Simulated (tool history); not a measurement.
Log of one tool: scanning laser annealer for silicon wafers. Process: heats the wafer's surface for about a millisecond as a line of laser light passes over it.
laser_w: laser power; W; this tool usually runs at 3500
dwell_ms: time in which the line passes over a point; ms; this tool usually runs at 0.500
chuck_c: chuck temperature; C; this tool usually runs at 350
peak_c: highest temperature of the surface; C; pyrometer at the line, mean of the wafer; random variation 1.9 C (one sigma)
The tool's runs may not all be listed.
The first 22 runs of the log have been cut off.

run	hour	laser_w	dwell_ms	chuck_c	peak_c
23	703.1	3661	0.397	350	1094
24	724.7	3617	0.500	326	1160
# hour 752.7: optics aligned, line set to its width
25	754.9	3617	0.500	353	1188
26	786.7	3617	0.500	353	1192
27	816.3	3617	0.500	353	1192
28	839.1	3412	0.500	353	1136
29	862.6	3412	0.500	353	1138
30	888.3	3412	0.500	353	1132
31	931.8	3412	0.501	328	1112
32	960.6	3412	0.449	328	1064
33	980.3	3094	0.500	371	1068
34	1013.9	3094	0.484	324	1005
35	1041.3	3094	0.484	324	1006
36	1070.9	3094	0.496	337	1030
37	1101.2	3094	0.496	337	1031
38	1128.8	3094	0.386	337	936
39	1163.1	3094	0.386	337	932
40	1184.3	3500	0.358	350	1006

5 options for the next run, each taken on its own from the tool as it stands now. Forecast them:
A	1211.1	3191	0.500	318	?
B	1211.1	3500	0.358	311	?
C	1211.1	3500	0.358	331	?
D	1211.1	3639	0.396	320	?
E	1211.1	3500	0.493	350	?

run	peak_c
A	1037
B	970
C	992
D	1055
E	1150
Without the tool's unlogged condition, the same runs would have read:
run	peak_c
A	1038
B	971
C	993
D	1055
E	1150
